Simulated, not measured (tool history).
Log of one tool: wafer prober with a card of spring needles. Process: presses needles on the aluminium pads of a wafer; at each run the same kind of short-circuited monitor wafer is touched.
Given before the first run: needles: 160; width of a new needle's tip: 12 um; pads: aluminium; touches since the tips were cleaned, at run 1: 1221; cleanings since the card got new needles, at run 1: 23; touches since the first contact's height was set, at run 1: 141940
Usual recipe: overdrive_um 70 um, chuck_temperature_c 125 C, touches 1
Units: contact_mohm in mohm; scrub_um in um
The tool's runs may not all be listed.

| run | hour | overdrive_um | chuck_temperature_c | touches | touches since the tips were cleaned | cleanings since the card got new needles | touches since the first contact's height was set | contact_mohm | scrub_um |
|---|---|---|---|---|---|---|---|---|---|
| 1 | 0.0 | 70 | 125 | 1 | 1221 | 23 | 141940 | 270 | 17.70 |
|  | 20.1 | tips cleaned on abrasive film |
| 2 | 20.5 | 70 | 125 | 1 | 95 | 24 | 146057 | 259 | 17.49 |
| 3 | 30.8 | 70 | 125 | 1 | 2160 | 24 | 148122 | 278 | 17.22 |
|  | 45.8 | tips cleaned on abrasive film |
| 4 | 48.1 | 70 | 125 | 1 | 478 | 25 | 151603 | 266 | 17.25 |
| 5 | 59.7 | 70 | 26 | 1 | 2804 | 25 | 153929 | 261 | 17.52 |
|  | 72.0 | tips cleaned on abrasive film |
| 6 | 84.3 | 52 | 125 | 1 | 2486 | 26 | 158876 | 285 | 12.14 |
|  | 99.4 | tips cleaned on abrasive film |
| 7 | 105.2 | 67 | 125 | 1 | 1154 | 27 | 163062 | 276 | 16.51 |
|  | 126.0 | tips cleaned on abrasive film |
| 8 | 126.0 | 67 | 125 | 1 | 0 | 28 | 167249 | 267 | 16.46 |
| 9 | 139.3 | 67 | 125 | 1 | 2678 | 28 | 169927 | 284 | 16.12 |
|  | 141.6 | height of the first contact set anew |
|  | 153.0 | tips cleaned on abrasive film |
| 10 | 153.4 | 70 | 63 | 1 | 78 | 29 | 2359 | 244 | 17.14 |
| 11 | 174.0 | 70 | 125 | 1 | 4223 | 29 | 6504 | 292 | 17.11 |
|  | 178.8 | tips cleaned on abrasive film |
| 12 | 184.6 | 70 | 125 | 1 | 1173 | 30 | 8632 | 273 | 17.32 |
|  | 205.3 | tips cleaned on abrasive film |
| 13 | 206.7 | 70 | 125 | 1 | 284 | 31 | 13050 | 264 | 17.09 |
| 14 | 224.6 | 70 | 125 | 1 | 3891 | 31 | 16657 | 291 | 17.23 |
|  | 232.0 | tips cleaned on abrasive film |
| 15 | 244.9 | 71 | 125 | 1 | 2600 | 32 | 20732 | 282 | 17.58 |
|  | 259.3 | height of the first contact set anew, once more |
|  | 259.4 | tips cleaned on abrasive film |
| 16 | 269.9 | 87 | 125 | 1 | 2119 | 33 | 2119 | 278 | 22.54 |
|  | 286.3 | tips cleaned on abrasive film |
| 17 | 292.6 | 87 | 125 | 1 | 1264 | 34 | 6674 | 274 | 22.50 |
|  | 313.1 | tips cleaned on abrasive film |
| 18 | 315.2 | 87 | 125 | 1 | 425 | 35 | 11204 | 270 | 22.56 |
| 19 | 338.5 | 87 | 125 | 1 | 5123 | 35 | 15902 | 296 | 22.10 |
|  | 340.3 | tips cleaned on abrasive film |
| 20 | 349.7 | 60 | 32 | 3 | 1904 | 36 | 18147 | 244 | 15.23 |
| 21 | 365.6 | 60 | 32 | 3 | 5105 | 36 | 21348 | 246 | 15.68 |
|  | 367.7 | tips cleaned on abrasive film |
| 22 | 376.2 | 60 | 32 | 3 | 1725 | 37 | 23476 | 242 | 15.39 |
|  | 394.2 | tips cleaned on abrasive film |
| 23 | 394.2 | 70 | 125 | 1 | 0 | 38 | 27070 | 260 | 17.92 |
| 24 | 417.4 | 70 | 67 | 1 | 4677 | 38 | 31747 | 279 | 17.99 |
|  | 421.4 | tips cleaned on abrasive film |
| 25 | 440.8 | 82 | 26 | 1 | 3904 | 39 | 36454 | 268 | 20.93 |
|  | 447.8 | tips cleaned on abrasive film |
| 26 | 459.6 | 67 | 43 | 2 | 2376 | 40 | 40227 | 255 | 16.88 |
| 27 | 470.0 | 67 | 43 | 2 | 4472 | 40 | 42323 | 257 | 16.96 |
|  | 474.1 | tips cleaned on abrasive film |
| 28 | 483.4 | 86 | 43 | 2 | 1878 | 41 | 45005 | 245 | 22.04 |
|  | 500.4 | tips cleaned on abrasive film |
| 29 | 500.4 | 70 | 47 | 1 | 0 | 42 | 48398 | 236 | 17.86 |
| 30 | 521.1 | 70 | 47 | 1 | 4191 | 42 | 52589 | 267 | 17.65 |
|  | 527.2 | tips cleaned on abrasive film |
| 31 | 531.3 | 70 | 125 | 2 | 823 | 43 | 54616 | 265 | 17.61 |
| 32 | 546.6 | 70 | 125 | 2 | 3910 | 43 | 57703 | 274 | 17.46 |
|  | 553.2 | tips cleaned on abrasive film |
| 33 | 565.1 | 70 | 31 | 1 | 2402 | 44 | 61414 | 253 | 17.99 |
|  | 579.9 | tips cleaned on abrasive film |
| 34 | 589.6 | 70 | 48 | 1 | 1950 | 45 | 66327 | 258 | 17.77 |

Forecast each of these 3 alternatives for the next run:
|  | 605.8 | tips cleaned on abrasive film |
| A | 606.7 | 70 | 125 | 2 | 189 | 46 | 69759 | ? | ? |
|  | 605.8 | tips cleaned on abrasive film |
| B | 606.7 | 70 | 125 | 2 | 189 | 46 | 69759 | ? | ? |
|  | 605.8 | tips cleaned on abrasive film |
| C | 606.7 | 85 | 56 | 2 | 189 | 46 | 69759 | ? | ? |

| run | contact_mohm | scrub_um |
|---|---|---|
| A | 258 | 17.40 |
| B | 263 | 17.63 |
| C | 244 | 21.75 |
Stripped of hidden state, with their random variation kept, the same runs would have yielded:
| run | contact_mohm | scrub_um |
|---|---|---|
| A | 258 | 17.77 |
| B | 262 | 18.00 |
| C | 243 | 22.13 |
